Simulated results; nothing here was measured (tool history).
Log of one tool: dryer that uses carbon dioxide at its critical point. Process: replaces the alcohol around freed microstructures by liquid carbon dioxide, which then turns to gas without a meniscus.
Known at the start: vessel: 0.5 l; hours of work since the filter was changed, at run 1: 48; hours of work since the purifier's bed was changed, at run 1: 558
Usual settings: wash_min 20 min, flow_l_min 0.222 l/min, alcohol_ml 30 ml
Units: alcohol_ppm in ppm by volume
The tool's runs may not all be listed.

run	hour	wash_min	flow_l_min	alcohol_ml	hours of work since the filter was changed	hours of work since the purifier's bed was changed	alcohol_ppm
1	0	20	0.222	30	48	558	58
2	42.9	20	0.222	30	63	573	59
3	73.2	20	0.222	118	74	584	151
4	110	20	0.222	118	86	597	130
5	153.4	21	0.222	30	101	612	55
6	175	21	0.222	78	109	619	84
7	211.2	21	0.222	78	122	632	85
8	233.3	20	0.222	30	129	640	74
9	263.5	20	0.222	30	140	650	64
10	304.8	20	0.222	30	154	665	59
11	330.2	20	0.222	30	163	673	73
12	353.1	20	0.222	57	171	681	106
13	388.6	20	0.222	45	183	694	76
14	419.6	20	0.222	45	194	705	89
15	456.8	20	0.222	30	207	718	76
16	488.8	20	0.222	30	218	729	72
17	534.1	20	0.222	30	234	744	76
18	575.5	20	0.222	24	249	759	62
19	602.2	20	0.222	24	258	768	70
20	650.4	20	0.222	24	275	785	73
21	698.5	15	0.29	23	291	802	81
22	731.1	15	0.304	33	303	813	79
23	777.5	15	0.304	33	319	829	74
24	800.4	14	0.205	90	327	837	1802
25	840.4	30	0.137	104	341	851	316
26	873	30	0.137	104	352	863	327
27	916	25	0.222	30	367	878	55
28	956.5	25	0.222	51	381	892	57
29	1001.8	29	0.321	51	397	907	45
30	1031.1	29	0.321	51	407	918	43
31	1079.6	29	0.321	84	424	935	44
32	1110.7	26	0.321	35	435	945	39
# hour 1129.8: inlet filter changed
33	1152.3	23	0.238	22	8	960	46
34	1182.5	23	0.238	22	18	970	53
35	1218.5	16	0.222	23	31	983	139
36	1259.8	16	0.366	37	45	997	49
37	1304.1	28	0.222	23	61	1012	47
38	1345.6	20	0.222	47	75	1027	87

The same runs without the tool's hidden state, with the same run-to-run variation:
The hidden state here: flow that reaches the vessel past the clogged filter, %; alcohol in the recycled carbon dioxide, ppm; drift of the gauge itself on alcohol_ppm, %.
run	alcohol_ppm
1	28
2	29
3	105
4	83
5	23
6	43
7	42
8	37
9	25
10	20
11	32
12	54
13	26
14	38
15	30
16	24
17	26
18	13
19	20
20	23
21	26
22	21
23	13
24	1080
25	135
26	139
27	10
28	7
29	4
30	2
31	1
32	0
33	0
34	10
35	90
36	3
37	1
38	35

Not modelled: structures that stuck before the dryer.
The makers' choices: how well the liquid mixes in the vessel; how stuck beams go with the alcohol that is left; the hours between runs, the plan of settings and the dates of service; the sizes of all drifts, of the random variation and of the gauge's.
